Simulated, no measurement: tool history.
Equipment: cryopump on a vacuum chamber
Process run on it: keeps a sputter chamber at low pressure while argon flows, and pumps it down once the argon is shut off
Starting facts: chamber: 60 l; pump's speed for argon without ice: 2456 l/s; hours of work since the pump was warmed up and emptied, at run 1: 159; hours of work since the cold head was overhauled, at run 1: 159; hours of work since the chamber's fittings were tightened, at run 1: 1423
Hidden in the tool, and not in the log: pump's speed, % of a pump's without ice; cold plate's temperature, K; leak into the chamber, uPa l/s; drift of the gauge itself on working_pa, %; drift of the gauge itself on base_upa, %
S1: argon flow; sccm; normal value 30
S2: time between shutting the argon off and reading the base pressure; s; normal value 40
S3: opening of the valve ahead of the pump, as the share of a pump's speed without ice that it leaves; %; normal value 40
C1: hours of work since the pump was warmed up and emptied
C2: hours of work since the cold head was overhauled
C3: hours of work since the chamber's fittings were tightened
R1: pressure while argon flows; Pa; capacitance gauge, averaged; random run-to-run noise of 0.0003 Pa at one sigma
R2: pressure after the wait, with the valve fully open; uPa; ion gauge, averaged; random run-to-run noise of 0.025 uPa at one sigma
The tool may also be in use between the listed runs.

run   hour  S1   S2  S3   C1   C2    C3      R1    R2
  1      0  30   40  40  159  159  1423  0.0521   1.8
  2     45  30   40  40  180  180  1444  0.0525  1.79
  3   73.2  30   40  47  194  194  1457  0.0445  1.78
  4  123.3  30   40  40  217  217  1481  0.0528  1.81
  5  149.6  30   87  40  230  230  1493  0.0525  1.28
  6  183.3  30   40  40  246  246  1509  0.0523  1.83
  7  233.4  30  124  40  269  269  1533   0.052  1.24
  8  282.3  30  152  40  292  292  1556  0.0529   1.2
  9  327.4  30  152  40  313  313  1577  0.0523  1.21
 10  365.7  31   21  21  331  331  1595  0.1027  2.59
 11  412.2  16   40  23  353  353  1617  0.0489   1.9
 12  461.8  18   40  19  377  377  1640  0.0659  1.88
 13  495.9  25   40  32  393  393  1656  0.0547  1.95
 14  541.5  25   40  32  414  414  1678  0.0548  2.02
 15  569.2  15   65  39  427  427  1691   0.027  1.63
 16  600.5  47   41  35  442  442  1705   0.095  1.93
 17  622.2  36   41  35  452  452  1716  0.0726  1.96
 18  669.5  14   42  20  474  474  1738  0.0489  1.93

Pick out some run-to-run changes in R1. Of each, how much would a tool without hidden state show as well, from the settings, what came in and chance, and how much is left for the hidden state and any gauge scatter not in both results compared?
Run 15 -> 16: S1 15 -> 47, S2 65 -> 41, S3 39 -> 35. R1 +0.068 Pa: hidden state +0.0018, all else +0.0662.

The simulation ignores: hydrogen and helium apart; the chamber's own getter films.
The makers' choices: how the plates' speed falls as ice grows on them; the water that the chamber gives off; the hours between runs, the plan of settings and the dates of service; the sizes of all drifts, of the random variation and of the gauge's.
